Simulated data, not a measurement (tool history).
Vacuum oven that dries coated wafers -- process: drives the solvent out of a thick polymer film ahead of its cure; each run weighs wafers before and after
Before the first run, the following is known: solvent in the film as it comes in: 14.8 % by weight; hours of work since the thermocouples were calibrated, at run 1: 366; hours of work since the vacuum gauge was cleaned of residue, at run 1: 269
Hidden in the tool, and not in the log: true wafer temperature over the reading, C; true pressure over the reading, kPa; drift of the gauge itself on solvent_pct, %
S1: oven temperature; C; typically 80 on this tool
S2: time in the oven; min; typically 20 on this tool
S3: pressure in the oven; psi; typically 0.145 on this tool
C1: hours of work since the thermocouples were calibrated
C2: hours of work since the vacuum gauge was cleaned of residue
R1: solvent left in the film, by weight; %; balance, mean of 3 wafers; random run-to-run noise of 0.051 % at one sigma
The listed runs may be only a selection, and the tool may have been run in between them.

{"run": 1, "hour": 0.0, "S1": 80, "S2": 20, "S3": 0.145, "C1": 366, "C2": 269, "R1": 3.36}
{"run": 2, "hour": 10.7, "S1": 80, "S2": 14, "S3": 0.145, "C1": 372, "C2": 275, "R1": 4.88}
{"run": 3, "hour": 24.0, "S1": 80, "S2": 14, "S3": 0.348, "C1": 379, "C2": 283, "R1": 5.83}
{"run": 4, "hour": 37.7, "S1": 89, "S2": 20, "S3": 0.145, "C1": 387, "C2": 291, "R1": 1.58}
{"run": 5, "hour": 51.9, "S1": 89, "S2": 20, "S3": 0.145, "C1": 395, "C2": 299, "R1": 1.6}
{"run": 6, "hour": 60.4, "S1": 89, "S2": 20, "S3": 0.145, "C1": 400, "C2": 303, "R1": 1.6}
{"run": 7, "hour": 75.2, "S1": 89, "S2": 20, "S3": 0.145, "C1": 408, "C2": 312, "R1": 1.55}
{"run": 8, "hour": 85.5, "S1": 89, "S2": 17, "S3": 0.145, "C1": 414, "C2": 318, "R1": 2.06}
{"run": 9, "hour": 96.7, "S1": 80, "S2": 28, "S3": 0.145, "C1": 420, "C2": 324, "R1": 2.29}
{"run": 10, "hour": 106.7, "S1": 80, "S2": 14, "S3": 0.145, "C1": 426, "C2": 330, "R1": 4.79}
{"run": 11, "hour": 114.5, "S1": 80, "S2": 14, "S3": 0.145, "C1": 431, "C2": 334, "R1": 4.83}
{"run": 12, "hour": 126.5, "S1": 80, "S2": 14, "S3": 0.145, "C1": 437, "C2": 341, "R1": 4.94}
{"run": 13, "hour": 133.6, "S1": 80, "S2": 33, "S3": 0.145, "C1": 441, "C2": 345, "R1": 1.95}
{"run": 14, "hour": 143.2, "S1": 80, "S2": 33, "S3": 0.145, "C1": 447, "C2": 350, "R1": 1.98}
{"run": 15, "hour": 156.2, "S1": 80, "S2": 33, "S3": 0.145, "C1": 454, "C2": 358, "R1": 1.98}
{"run": 16, "hour": 170.0, "S1": 80, "S2": 20, "S3": 0.145, "C1": 462, "C2": 365, "R1": 3.56}
{"run": 17, "hour": 183.2, "S1": 80, "S2": 20, "S3": 0.129, "C1": 469, "C2": 373, "R1": 3.28}
{"run": 18, "hour": 198.7, "S1": 80, "S2": 20, "S3": 0.129, "C1": 478, "C2": 382, "R1": 3.41}
{"run": 19, "hour": 206.5, "S1": 80, "S2": 20, "S3": 0.129, "C1": 483, "C2": 386, "R1": 3.35}
{"run": 20, "hour": 221.1, "S1": 80, "S2": 20, "S3": 0.145, "C1": 491, "C2": 394, "R1": 3.55}
{"run": 21, "hour": 235.9, "S1": 80, "S2": 18, "S3": 0.145, "C1": 499, "C2": 403, "R1": 3.93}
{"run": 22, "hour": 248.7, "S1": 80, "S2": 18, "S3": 0.145, "C1": 507, "C2": 410, "R1": 3.82}
{"run": 23, "hour": 257.3, "S1": 80, "S2": 18, "S3": 0.145, "C1": 511, "C2": 415, "R1": 3.81}
{"run": 24, "hour": 265.1, "S1": 80, "S2": 20, "S3": 0.145, "C1": 516, "C2": 419, "R1": 3.5}
{"run": 25, "hour": 274.2, "S1": 80, "S2": 20, "S3": 0.145, "C1": 521, "C2": 424, "R1": 3.5}
{"run": 26, "hour": 285.4, "S1": 80, "S2": 20, "S3": 0.145, "C1": 527, "C2": 431, "R1": 3.47}
{"run": 27, "hour": 298.0, "S1": 80, "S2": 20, "S3": 0.145, "C1": 534, "C2": 438, "R1": 3.56}
{"run": 28, "hour": 314.1, "S1": 82, "S2": 14, "S3": 0.145, "C1": 544, "C2": 447, "R1": 4.45}
{"run": 29, "hour": 325.4, "S1": 82, "S2": 14, "S3": 0.529, "C1": 550, "C2": 453, "R1": 6.35}
{"run": 30, "hour": 333.4, "S1": 80, "S2": 29, "S3": 0.152, "C1": 555, "C2": 458, "R1": 2.46}
{"run": 31, "hour": 345.1, "S1": 80, "S2": 29, "S3": 0.152, "C1": 561, "C2": 465, "R1": 2.5}
{"run": 32, "hour": 360.1, "S1": 80, "S2": 20, "S3": 0.162, "C1": 570, "C2": 473, "R1": 3.6}
{"run": 33, "hour": 367.0, "S1": 92, "S2": 12, "S3": 0.181, "C1": 574, "C2": 477, "R1": 2.57}
{"run": 34, "hour": 383.0, "S1": 92, "S2": 12, "S3": 0.181, "C1": 583, "C2": 486, "R1": 2.68}
{"run": 35, "hour": 394.5, "S1": 92, "S2": 30, "S3": 0.145, "C1": 589, "C2": 493, "R1": 0.95}
{"run": 36, "hour": 406.2, "S1": 92, "S2": 30, "S3": 0.145, "C1": 596, "C2": 499, "R1": 0.9}
{"run": 37, "hour": 417.8, "S1": 92, "S2": 30, "S3": 0.145, "C1": 602, "C2": 506, "R1": 0.93}
{"run": 38, "hour": 431.0, "S1": 70, "S2": 26, "S3": 0.157, "C1": 610, "C2": 513, "R1": 5.53}
{"run": 39, "hour": 441.2, "S1": 70, "S2": 22, "S3": 0.157, "C1": 616, "C2": 519, "R1": 6.12}
{"run": 40, "hour": 454.1, "S1": 69, "S2": 20, "S3": 0.283, "C1": 623, "C2": 526, "R1": 7.67}
{"run": 41, "hour": 463.9, "S1": 69, "S2": 20, "S3": 0.283, "C1": 628, "C2": 532, "R1": 7.65}
{"run": 42, "hour": 478.9, "S1": 65, "S2": 11, "S3": 0.28, "C1": 637, "C2": 540, "R1": 10.44}
{"run": 43, "hour": 488.7, "S1": 65, "S2": 11, "S3": 0.28, "C1": 642, "C2": 546, "R1": 10.4}
{"run": 44, "hour": 503.3, "S1": 79, "S2": 11, "S3": 0.194, "C1": 651, "C2": 554, "R1": 6.51}
{"run": 45, "hour": 512.9, "S1": 65, "S2": 11, "S3": 0.306, "C1": 656, "C2": 560, "R1": 10.63}
{"run": 46, "hour": 526.8, "S1": 80, "S2": 27, "S3": 0.145, "C1": 664, "C2": 568, "R1": 2.67}
{"run": 47, "hour": 538.6, "S1": 70, "S2": 21, "S3": 0.093, "C1": 671, "C2": 574, "R1": 5.97}

Selected run-to-run steps in R1, each split into two signed amounts: the part the tool would show with no hidden state at all (from settings, incoming material and random variation), and the remainder, which goes to the hidden state together with any gauge scatter not common to the measured and the hidden-state-free results:
Run 3 -> 4: S1 80 -> 89, S2 14 -> 20, S3 0.348 -> 0.145. R1 -4.25 %: hidden state -0.21, all else -4.04.
Run 34 -> 35: S2 12 -> 30, S3 0.181 -> 0.145. R1 -1.73 %: hidden state -0.26, all else -1.47.
Run 37 -> 38: S1 92 -> 70, S2 30 -> 26, S3 0.145 -> 0.157. R1 +4.60 %: hidden state +0.56, all else +4.04.
Run 45 -> 46: S1 65 -> 80, S2 11 -> 27, S3 0.306 -> 0.145. R1 -7.96 %: hidden state -0.02, all else -7.94.

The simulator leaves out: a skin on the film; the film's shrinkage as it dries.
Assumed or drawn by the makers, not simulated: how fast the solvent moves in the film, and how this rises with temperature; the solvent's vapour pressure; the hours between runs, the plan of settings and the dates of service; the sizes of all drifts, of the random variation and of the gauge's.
